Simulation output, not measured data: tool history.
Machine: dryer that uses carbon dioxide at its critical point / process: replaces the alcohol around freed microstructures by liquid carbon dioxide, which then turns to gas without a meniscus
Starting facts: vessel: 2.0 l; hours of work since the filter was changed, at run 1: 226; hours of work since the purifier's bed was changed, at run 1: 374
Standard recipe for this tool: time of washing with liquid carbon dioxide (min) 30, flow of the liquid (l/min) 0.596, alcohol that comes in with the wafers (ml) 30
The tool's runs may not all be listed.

run,hour,time of washing with liquid carbon dioxide (min),flow of the liquid (l/min),alcohol that comes in with the wafers (ml),hours of work since the filter was changed,hours of work since the purifier's bed was changed,alcohol left in the vessel before it's heated (ppm by volume)
1,0.0,30,0.596,30,226,374,100
2,9.4,30,0.596,30,231,379,108
3,18.3,30,0.596,30,236,384,102
4,26.7,30,0.596,30,241,388,106
5,43.3,29,0.596,30,249,397,111
6,55.4,29,0.596,30,256,404,114
7,67.1,29,0.596,30,262,410,126
8,76.6,30,0.596,30,268,415,109
9,83.8,30,0.596,30,271,419,121
10,99.7,30,0.542,30,280,428,141
11,110.5,30,0.542,30,286,434,147
12,126.8,30,0.542,30,295,443,146
13,143.9,21,0.596,30,304,452,310
14,152.4,21,0.596,30,309,456,303
15,164.2,21,0.466,79,315,463,1590
16,179.4,21,0.466,79,323,471,1611
17,191.9,37,0.580,97,330,478,125
18,208.2,37,0.381,109,339,487,637
19,216.4,30,0.939,39,343,491,84
20,223.4,30,0.939,39,347,495,95
21,239.9,21,0.498,62,356,504,1060
22,253.3,21,0.498,62,363,511,1081
23,267.1,19,0.647,62,371,518,590
24,282.0,45,0.622,34,379,526,94
25,292.1,45,0.527,40,384,532,108
26,307.5,41,0.674,76,392,540,104
27,314.6,30,0.436,25,396,544,273
28,328.9,34,0.758,25,404,552,107

Predict each of these 5 candidate next runs independently; none follows another, all start after run 28:
A,336.2,20,0.448,31,408,556,?
B,336.2,23,0.466,59,408,556,?
C,336.2,34,0.758,118,408,556,?
D,336.2,18,0.596,40,408,556,?
E,336.2,22,0.466,34,408,556,?

run,alcohol left in the vessel before it's heated (ppm by volume)
A,947
B,1004
C,118
D,675
E,696
Without the tool's hidden state the same runs would have given:
run,alcohol left in the vessel before it's heated (ppm by volume)
A,642
B,649
C,14
D,415
E,437
